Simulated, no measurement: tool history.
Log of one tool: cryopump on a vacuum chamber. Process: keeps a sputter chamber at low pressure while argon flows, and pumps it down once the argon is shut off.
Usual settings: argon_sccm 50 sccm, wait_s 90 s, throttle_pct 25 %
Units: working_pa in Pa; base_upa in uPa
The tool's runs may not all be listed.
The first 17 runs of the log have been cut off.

{"run": 18, "hour": 396.0, "argon_sccm": 46, "wait_s": 70, "throttle_pct": 47, "working_pa": 0.0952, "base_upa": 2.77}
{"hour": 420.9, "done": "leaking fittings of the chamber tightened, without venting"}
{"run": 19, "hour": 424.2, "argon_sccm": 46, "wait_s": 37, "throttle_pct": 47, "working_pa": 0.0946, "base_upa": 2.19}
{"run": 20, "hour": 457.5, "argon_sccm": 50, "wait_s": 146, "throttle_pct": 39, "working_pa": 0.1224, "base_upa": 0.71}
{"run": 21, "hour": 480.2, "argon_sccm": 38, "wait_s": 30, "throttle_pct": 18, "working_pa": 0.1971, "base_upa": 2.69}
{"run": 22, "hour": 500.3, "argon_sccm": 50, "wait_s": 77, "throttle_pct": 37, "working_pa": 0.129, "base_upa": 1.23}
{"run": 23, "hour": 518.7, "argon_sccm": 88, "wait_s": 24, "throttle_pct": 19, "working_pa": 0.435, "base_upa": 3.41}
{"run": 24, "hour": 549.9, "argon_sccm": 88, "wait_s": 24, "throttle_pct": 19, "working_pa": 0.4335, "base_upa": 3.34}
{"run": 25, "hour": 582.3, "argon_sccm": 52, "wait_s": 119, "throttle_pct": 19, "working_pa": 0.2572, "base_upa": 0.93}
{"run": 26, "hour": 604.6, "argon_sccm": 26, "wait_s": 22, "throttle_pct": 25, "working_pa": 0.0987, "base_upa": 3.68}
{"run": 27, "hour": 626.5, "argon_sccm": 65, "wait_s": 109, "throttle_pct": 16, "working_pa": 0.3837, "base_upa": 0.97}
{"run": 28, "hour": 660.2, "argon_sccm": 31, "wait_s": 109, "throttle_pct": 46, "working_pa": 0.0674, "base_upa": 0.97}
{"run": 29, "hour": 678.5, "argon_sccm": 45, "wait_s": 61, "throttle_pct": 27, "working_pa": 0.1584, "base_upa": 1.54}
{"run": 30, "hour": 703.4, "argon_sccm": 50, "wait_s": 176, "throttle_pct": 18, "working_pa": 0.2633, "base_upa": 0.81}
{"run": 31, "hour": 720.8, "argon_sccm": 25, "wait_s": 176, "throttle_pct": 18, "working_pa": 0.1322, "base_upa": 0.79}

4 options for the next run, each taken on its own from the tool as it stands now. Forecast them:
{"run": "A", "hour": 753.7, "argon_sccm": 36, "wait_s": 48, "throttle_pct": 24, "working_pa": "?", "base_upa": "?"}
{"run": "B", "hour": 753.7, "argon_sccm": 25, "wait_s": 176, "throttle_pct": 29, "working_pa": "?", "base_upa": "?"}
{"run": "C", "hour": 753.7, "argon_sccm": 68, "wait_s": 254, "throttle_pct": 17, "working_pa": "?", "base_upa": "?"}
{"run": "D", "hour": 753.7, "argon_sccm": 30, "wait_s": 104, "throttle_pct": 18, "working_pa": "?", "base_upa": "?"}

run=A working_pa=0.1441 base_upa=1.96
run=B working_pa=0.083 base_upa=0.8
run=C working_pa=0.3763 base_upa=0.68
run=D working_pa=0.1588 base_upa=1.1
Stripped of hidden state, with their random variation kept, the same runs would have yielded:
run=A working_pa=0.1381 base_upa=1.75
run=B working_pa=0.0789 base_upa=0.59
run=C working_pa=0.365 base_upa=0.47
run=D working_pa=0.1538 base_upa=0.9
